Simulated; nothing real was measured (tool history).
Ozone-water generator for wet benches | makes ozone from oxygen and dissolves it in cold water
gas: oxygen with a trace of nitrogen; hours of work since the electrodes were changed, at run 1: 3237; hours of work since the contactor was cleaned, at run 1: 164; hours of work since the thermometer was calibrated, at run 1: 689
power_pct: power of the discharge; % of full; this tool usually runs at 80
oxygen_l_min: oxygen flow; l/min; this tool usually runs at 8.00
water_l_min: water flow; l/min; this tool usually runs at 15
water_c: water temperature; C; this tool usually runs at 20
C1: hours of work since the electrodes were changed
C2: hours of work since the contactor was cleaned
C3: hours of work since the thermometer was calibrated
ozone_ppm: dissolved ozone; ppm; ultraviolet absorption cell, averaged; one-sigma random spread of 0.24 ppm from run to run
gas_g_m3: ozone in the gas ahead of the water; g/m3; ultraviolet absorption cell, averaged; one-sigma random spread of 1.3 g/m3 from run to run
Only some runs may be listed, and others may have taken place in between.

run 1 hour=0.0 | power_pct=80 oxygen_l_min=8.00 water_l_min=15 water_c=20 | C1=3237 C2=164 C3=689 | ozone_ppm=35.7 gas_g_m3=235.7
run 2 hour=54.0 | power_pct=80 oxygen_l_min=8.00 water_l_min=15 water_c=20 | C1=3284 C2=211 C3=736 | ozone_ppm=36.0 gas_g_m3=236.9
run 3 hour=117.1 | power_pct=80 oxygen_l_min=8.00 water_l_min=15 water_c=20 | C1=3339 C2=266 C3=791 | ozone_ppm=35.9 gas_g_m3=236.2
run 4 hour=199.9 | power_pct=80 oxygen_l_min=8.00 water_l_min=15 water_c=20 | C1=3411 C2=338 C3=863 | ozone_ppm=35.6 gas_g_m3=237.8
run 5 hour=286.9 | power_pct=80 oxygen_l_min=8.00 water_l_min=15 water_c=20 | C1=3486 C2=414 C3=939 | ozone_ppm=35.6 gas_g_m3=235.1
run 6 hour=371.4 | power_pct=80 oxygen_l_min=8.00 water_l_min=15 water_c=21 | C1=3560 C2=487 C3=1013 | ozone_ppm=35.5 gas_g_m3=237.1
run 7 hour=458.4 | power_pct=80 oxygen_l_min=10.35 water_l_min=15 water_c=20 | C1=3636 C2=563 C3=1089 | ozone_ppm=32.5 gas_g_m3=196.3
run 8 hour=525.1 | power_pct=80 oxygen_l_min=10.35 water_l_min=15 water_c=20 | C1=3694 C2=621 C3=1147 | ozone_ppm=32.8 gas_g_m3=198.9
run 9 hour=591.6 | power_pct=80 oxygen_l_min=8.00 water_l_min=15 water_c=12 | C1=3752 C2=679 C3=1205 | ozone_ppm=41.8 gas_g_m3=236.3
run 10 hour=658.3 | power_pct=80 oxygen_l_min=8.00 water_l_min=20 water_c=20 | C1=3810 C2=737 C3=1263 | ozone_ppm=29.7 gas_g_m3=239.0
run 11 hour=743.7 | power_pct=80 oxygen_l_min=8.00 water_l_min=20 water_c=20 | C1=3884 C2=812 C3=1337 | ozone_ppm=30.0 gas_g_m3=240.1
run 12 hour=832.8 | power_pct=80 oxygen_l_min=8.00 water_l_min=20 water_c=20 | C1=3962 C2=889 C3=1415 | ozone_ppm=29.9 gas_g_m3=240.1
run 13 hour=879.2 | power_pct=80 oxygen_l_min=4.26 water_l_min=15 water_c=20 | C1=4002 C2=930 C3=1455 | ozone_ppm=41.9 gas_g_m3=365.7
run 14 hour=952.0 | power_pct=80 oxygen_l_min=4.26 water_l_min=15 water_c=20 | C1=4066 C2=993 C3=1518 | ozone_ppm=42.0 gas_g_m3=365.4
run 15 hour=1035.6 | power_pct=80 oxygen_l_min=4.26 water_l_min=15 water_c=20 | C1=4138 C2=1066 C3=1591 | ozone_ppm=41.5 gas_g_m3=367.0
run 16 hour=1094.9 | power_pct=80 oxygen_l_min=4.26 water_l_min=15 water_c=20 | C1=4190 C2=1117 C3=1643 | ozone_ppm=42.1 gas_g_m3=365.9
run 17 hour=1155.7 | power_pct=74 oxygen_l_min=8.14 water_l_min=22 water_c=23 | C1=4243 C2=1170 C3=1696 | ozone_ppm=24.6 gas_g_m3=222.2
run 18 hour=1233.5 | power_pct=71 oxygen_l_min=9.88 water_l_min=15 water_c=16 | C1=4311 C2=1238 C3=1764 | ozone_ppm=32.8 gas_g_m3=189.3
run 19 hour=1307.0 | power_pct=80 oxygen_l_min=7.16 water_l_min=15 water_c=20 | C1=4375 C2=1302 C3=1828 | ozone_ppm=37.5 gas_g_m3=258.0
run 20 hour=1361.8 | power_pct=80 oxygen_l_min=7.16 water_l_min=15 water_c=20 | C1=4423 C2=1350 C3=1875 | ozone_ppm=36.9 gas_g_m3=258.5
run 21 hour=1402.4 | power_pct=80 oxygen_l_min=5.59 water_l_min=15 water_c=15 | C1=4458 C2=1385 C3=1911 | ozone_ppm=43.0 gas_g_m3=302.9
run 22 hour=1477.7 | power_pct=80 oxygen_l_min=5.59 water_l_min=15 water_c=15 | C1=4523 C2=1451 C3=1976 | ozone_ppm=43.2 gas_g_m3=304.7
run 23 hour=1523.0 | power_pct=80 oxygen_l_min=5.59 water_l_min=15 water_c=15 | C1=4563 C2=1490 C3=2016 | ozone_ppm=43.4 gas_g_m3=306.0
run 24 hour=1598.8 | power_pct=52 oxygen_l_min=4.73 water_l_min=12 water_c=12 | C1=4629 C2=1556 C3=2082 | ozone_ppm=39.6 gas_g_m3=249.1
run 25 hour=1672.9 | power_pct=80 oxygen_l_min=7.72 water_l_min=10 water_c=13 | C1=4693 C2=1621 C3=2146 | ozone_ppm=52.3 gas_g_m3=245.0
run 26 hour=1755.3 | power_pct=42 oxygen_l_min=8.00 water_l_min=10 water_c=20 | C1=4765 C2=1693 C3=2218 | ozone_ppm=27.1 gas_g_m3=148.4
run 27 hour=1802.4 | power_pct=67 oxygen_l_min=8.00 water_l_min=14 water_c=20 | C1=4806 C2=1734 C3=2259 | ozone_ppm=32.7 gas_g_m3=210.7
run 28 hour=1861.2 | power_pct=49 oxygen_l_min=7.38 water_l_min=15 water_c=17 | C1=4857 C2=1785 C3=2310 | ozone_ppm=27.1 gas_g_m3=176.1

Estimate the outcome of run 29 from the log above:
run 29 hour=1932.1 | power_pct=45 oxygen_l_min=8.00 water_l_min=13 water_c=20 | C1=4919 C2=1847 C3=2372 | ozone_ppm=? gas_g_m3=?

ozone_ppm: 25.0 ppm
gas_g_m3: 155.7 g/m3
Without the tool's hidden state the same run would have given ozone_ppm 25.0 ppm, gas_g_m3 152.5 g/m3.
